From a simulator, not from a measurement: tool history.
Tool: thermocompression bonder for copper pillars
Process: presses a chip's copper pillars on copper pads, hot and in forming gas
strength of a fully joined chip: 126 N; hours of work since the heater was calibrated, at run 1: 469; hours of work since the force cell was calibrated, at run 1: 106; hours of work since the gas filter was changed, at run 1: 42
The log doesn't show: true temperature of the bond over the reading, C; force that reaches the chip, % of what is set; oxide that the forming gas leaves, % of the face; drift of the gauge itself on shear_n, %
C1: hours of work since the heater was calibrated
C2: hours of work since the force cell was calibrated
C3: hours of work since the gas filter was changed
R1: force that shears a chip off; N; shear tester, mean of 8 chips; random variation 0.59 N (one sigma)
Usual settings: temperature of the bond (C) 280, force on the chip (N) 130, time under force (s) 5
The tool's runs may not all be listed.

{"run": 1, "day": 0.0, "temperature of the bond (C)": 280, "force on the chip (N)": 130, "time under force (s)": 5, "C1": 469, "C2": 106, "C3": 42, "R1": 45.9}
{"run": 2, "day": 0.571, "temperature of the bond (C)": 280, "force on the chip (N)": 130, "time under force (s)": 4, "C1": 478, "C2": 115, "C3": 51, "R1": 41.4}
{"run": 3, "day": 1.346, "temperature of the bond (C)": 280, "force on the chip (N)": 130, "time under force (s)": 4, "C1": 490, "C2": 127, "C3": 63, "R1": 41.3}
{"run": 4, "day": 2.188, "temperature of the bond (C)": 280, "force on the chip (N)": 130, "time under force (s)": 4, "C1": 503, "C2": 140, "C3": 76, "R1": 40.4}
{"run": 5, "day": 3.062, "temperature of the bond (C)": 252, "force on the chip (N)": 130, "time under force (s)": 5, "C1": 516, "C2": 153, "C3": 89, "R1": 32.9}
{"run": 6, "day": 3.533, "temperature of the bond (C)": 252, "force on the chip (N)": 101, "time under force (s)": 5, "C1": 523, "C2": 161, "C3": 96, "R1": 27.4}
{"day": 4.088, "done": "forming gas filter changed"}
{"run": 7, "day": 4.167, "temperature of the bond (C)": 252, "force on the chip (N)": 101, "time under force (s)": 7, "C1": 533, "C2": 170, "C3": 1, "R1": 34.9}
{"run": 8, "day": 4.712, "temperature of the bond (C)": 280, "force on the chip (N)": 130, "time under force (s)": 5, "C1": 541, "C2": 179, "C3": 10, "R1": 47.3}
{"run": 9, "day": 5.358, "temperature of the bond (C)": 294, "force on the chip (N)": 130, "time under force (s)": 5, "C1": 551, "C2": 189, "C3": 20, "R1": 53.2}
{"run": 10, "day": 6.188, "temperature of the bond (C)": 294, "force on the chip (N)": 130, "time under force (s)": 5, "C1": 564, "C2": 201, "C3": 32, "R1": 51.7}
{"run": 11, "day": 6.796, "temperature of the bond (C)": 294, "force on the chip (N)": 188, "time under force (s)": 5, "C1": 573, "C2": 211, "C3": 42, "R1": 64.6}
{"run": 12, "day": 7.742, "temperature of the bond (C)": 294, "force on the chip (N)": 188, "time under force (s)": 5, "C1": 588, "C2": 225, "C3": 56, "R1": 63.6}
{"run": 13, "day": 8.629, "temperature of the bond (C)": 294, "force on the chip (N)": 188, "time under force (s)": 5, "C1": 602, "C2": 239, "C3": 70, "R1": 60.7}
{"run": 14, "day": 9.062, "temperature of the bond (C)": 294, "force on the chip (N)": 188, "time under force (s)": 5, "C1": 608, "C2": 246, "C3": 77, "R1": 60.9}
{"run": 15, "day": 9.9, "temperature of the bond (C)": 294, "force on the chip (N)": 188, "time under force (s)": 5, "C1": 621, "C2": 259, "C3": 90, "R1": 59.8}
{"run": 16, "day": 10.312, "temperature of the bond (C)": 294, "force on the chip (N)": 188, "time under force (s)": 5, "C1": 628, "C2": 265, "C3": 96, "R1": 60.5}
{"day": 10.917, "done": "forming gas filter changed"}
{"run": 17, "day": 11.058, "temperature of the bond (C)": 254, "force on the chip (N)": 130, "time under force (s)": 5, "C1": 639, "C2": 276, "C3": 2, "R1": 36.6}
{"run": 18, "day": 11.8, "temperature of the bond (C)": 280, "force on the chip (N)": 145, "time under force (s)": 5, "C1": 650, "C2": 288, "C3": 14, "R1": 49.8}
{"run": 19, "day": 12.679, "temperature of the bond (C)": 280, "force on the chip (N)": 154, "time under force (s)": 5, "C1": 664, "C2": 301, "C3": 27, "R1": 51.5}
{"run": 20, "day": 13.588, "temperature of the bond (C)": 280, "force on the chip (N)": 154, "time under force (s)": 5, "C1": 678, "C2": 315, "C3": 41, "R1": 50.3}
{"run": 21, "day": 14.029, "temperature of the bond (C)": 280, "force on the chip (N)": 154, "time under force (s)": 5, "C1": 685, "C2": 322, "C3": 48, "R1": 49.9}
{"day": 14.154, "done": "force cell calibrated"}
{"run": 22, "day": 14.917, "temperature of the bond (C)": 271, "force on the chip (N)": 130, "time under force (s)": 4, "C1": 697, "C2": 12, "C3": 61, "R1": 37.0}
{"run": 23, "day": 15.362, "temperature of the bond (C)": 271, "force on the chip (N)": 130, "time under force (s)": 4, "C1": 704, "C2": 19, "C3": 68, "R1": 36.6}
{"run": 24, "day": 15.879, "temperature of the bond (C)": 257, "force on the chip (N)": 153, "time under force (s)": 9, "C1": 712, "C2": 27, "C3": 76, "R1": 48.7}
{"run": 25, "day": 16.571, "temperature of the bond (C)": 280, "force on the chip (N)": 96, "time under force (s)": 5, "C1": 723, "C2": 37, "C3": 86, "R1": 34.3}
{"run": 26, "day": 17.233, "temperature of the bond (C)": 280, "force on the chip (N)": 96, "time under force (s)": 5, "C1": 733, "C2": 47, "C3": 96, "R1": 33.7}
{"day": 17.771, "done": "forming gas filter changed"}
{"day": 18.125, "done": "force cell calibrated, once more"}
{"run": 27, "day": 18.225, "temperature of the bond (C)": 280, "force on the chip (N)": 96, "time under force (s)": 5, "C1": 747, "C2": 2, "C3": 6, "R1": 38.6}
{"run": 28, "day": 19.133, "temperature of the bond (C)": 298, "force on the chip (N)": 96, "time under force (s)": 6, "C1": 761, "C2": 16, "C3": 20, "R1": 48.5}
{"run": 29, "day": 19.642, "temperature of the bond (C)": 298, "force on the chip (N)": 96, "time under force (s)": 6, "C1": 769, "C2": 23, "C3": 28, "R1": 47.1}
{"run": 30, "day": 20.371, "temperature of the bond (C)": 280, "force on the chip (N)": 134, "time under force (s)": 11, "C1": 780, "C2": 35, "C3": 39, "R1": 60.8}
{"run": 31, "day": 20.812, "temperature of the bond (C)": 280, "force on the chip (N)": 134, "time under force (s)": 11, "C1": 787, "C2": 41, "C3": 46, "R1": 60.7}
{"run": 32, "day": 21.225, "temperature of the bond (C)": 273, "force on the chip (N)": 134, "time under force (s)": 6, "C1": 793, "C2": 48, "C3": 52, "R1": 46.7}
{"run": 33, "day": 21.796, "temperature of the bond (C)": 273, "force on the chip (N)": 134, "time under force (s)": 6, "C1": 802, "C2": 57, "C3": 61, "R1": 46.2}
{"run": 34, "day": 22.396, "temperature of the bond (C)": 268, "force on the chip (N)": 130, "time under force (s)": 7, "C1": 811, "C2": 66, "C3": 70, "R1": 44.4}
{"run": 35, "day": 23.254, "temperature of the bond (C)": 268, "force on the chip (N)": 130, "time under force (s)": 7, "C1": 825, "C2": 79, "C3": 84, "R1": 44.2}
{"run": 36, "day": 24.075, "temperature of the bond (C)": 268, "force on the chip (N)": 130, "time under force (s)": 7, "C1": 837, "C2": 92, "C3": 96, "R1": 43.4}
{"day": 24.675, "done": "forming gas filter changed"}
{"run": 37, "day": 25.004, "temperature of the bond (C)": 265, "force on the chip (N)": 132, "time under force (s)": 7, "C1": 851, "C2": 106, "C3": 5, "R1": 46.5}
{"run": 38, "day": 25.883, "temperature of the bond (C)": 265, "force on the chip (N)": 132, "time under force (s)": 7, "C1": 865, "C2": 119, "C3": 19, "R1": 45.8}
{"run": 39, "day": 26.288, "temperature of the bond (C)": 265, "force on the chip (N)": 132, "time under force (s)": 7, "C1": 871, "C2": 126, "C3": 25, "R1": 45.9}
{"run": 40, "day": 26.75, "temperature of the bond (C)": 257, "force on the chip (N)": 117, "time under force (s)": 14, "C1": 878, "C2": 133, "C3": 32, "R1": 51.2}

How the hidden state differs across the entries between the runs, from the last listed run before each to the first after it:
Between runs 6 and 7: forming gas filter changed (day 4.088)
  oxide that the forming gas leaves, % of the face: 10.6 -> 0.84
  measured less the result without the state, R1: -4.0 -> -1.1 N
Between runs 16 and 17: forming gas filter changed (day 10.917)
  true temperature of the bond over the reading, C: -2.2 -> -2.3; force that reaches the chip, % of what is set: 98.3 -> 98.2; oxide that the forming gas leaves, % of the face: 11.63 -> 0.88
  measured less the result without the state, R1: -9.4 -> -1.6 N
Between runs 21 and 22: force cell calibrated (day 14.154)
  force that reaches the chip, % of what is set: 97.9 -> 97.3; oxide that the forming gas leaves, % of the face: 5.78 -> 7.21
  measured less the result without the state, R1: -4.7 -> -4.4 N
Between runs 26 and 27: forming gas filter changed (day 17.771); force cell calibrated, once more (day 18.125)
  force that reaches the chip, % of what is set: 97.1 -> 98.9; oxide that the forming gas leaves, % of the face: 11.21 -> 1.23
  measured less the result without the state, R1: -5.8 -> -1.6 N
Between runs 36 and 37: forming gas filter changed (day 24.675)
  true temperature of the bond over the reading, C: -3.1 -> -3.2; force that reaches the chip, % of what is set: 98.3 -> 98.2; oxide that the forming gas leaves, % of the face: 11.33 -> 1.16
  measured less the result without the state, R1: -7.3 -> -2.4 N
